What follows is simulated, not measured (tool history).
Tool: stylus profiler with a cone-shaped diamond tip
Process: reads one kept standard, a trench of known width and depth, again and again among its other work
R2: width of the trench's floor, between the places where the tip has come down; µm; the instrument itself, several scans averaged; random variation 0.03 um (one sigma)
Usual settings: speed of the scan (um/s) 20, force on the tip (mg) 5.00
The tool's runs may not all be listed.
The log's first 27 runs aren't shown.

Run 28, hour 1669.7: usual settings but speed of the scan (um/s) 5, force on the tip (mg) 7.72. Result: depth of the trench (nm) 506.99, R2 25.36 µm.
Run 29, hour 1720.8: usual settings but speed of the scan (um/s) 5, force on the tip (mg) 7.72. Result: depth of the trench (nm) 507.15, R2 25.33 µm.
Run 30, hour 1802.3: usual settings but speed of the scan (um/s) 5, force on the tip (mg) 7.72. Result: depth of the trench (nm) 506.99, R2 25.30 µm.
At hour 1820.3: height scale calibrated on a step standard.
Run 31, hour 1879.0: usual settings but speed of the scan (um/s) 5, force on the tip (mg) 7.72. Result: depth of the trench (nm) 510.60, R2 25.24 µm.
Run 32, hour 1923.1: usual settings but speed of the scan (um/s) 8, force on the tip (mg) 8.72. Result: depth of the trench (nm) 511.69, R2 25.22 µm.
Run 33, hour 1956.7: usual settings but speed of the scan (um/s) 16, force on the tip (mg) 1.82. Result: depth of the trench (nm) 504.03, R2 25.13 µm.
Run 34, hour 2016.4: usual settings but speed of the scan (um/s) 73, force on the tip (mg) 7.19. Result: depth of the trench (nm) 510.22, R2 25.04 µm.
Run 35, hour 2088.3: usual settings but speed of the scan (um/s) 73, force on the tip (mg) 2.68. Result: depth of the trench (nm) 505.33, R2 24.92 µm.

5 ways to go on from here, each from the tool as it stands after run 35. What would each give?
Run A, hour 2157.0: usual settings but speed of the scan (um/s) 32, force on the tip (mg) 10.33. Result: depth of the trench (nm) ?, R2 ?.
Run B, hour 2157.0: usual settings but speed of the scan (um/s) 12, force on the tip (mg) 2.86. Result: depth of the trench (nm) ?, R2 ?.
Run C, hour 2157.0: usual settings but speed of the scan (um/s) 35, force on the tip (mg) 6.75. Result: depth of the trench (nm) ?, R2 ?.
Run D, hour 2157.0: usual settings but speed of the scan (um/s) 58, force on the tip (mg) 2.68. Result: depth of the trench (nm) ?, R2 ?.
Run E, hour 2157.0: usual settings but speed of the scan (um/s) 15, force on the tip (mg) 7.74. Result: depth of the trench (nm) ?, R2 ?.

run  depth of the trench (nm)     R2
  A                    512.54  25.08
  B                    505.25  25.07
  C                    509.32  25.08
  D                    505.33  24.93
  E                    510.38  25.12
Without the tool's hidden state the same runs would have given:
run  depth of the trench (nm)     R2
  A                    512.64  27.31
  B                    505.36  27.29
  C                    509.43  27.31
  D                    505.44  27.16
  E                    510.48  27.34
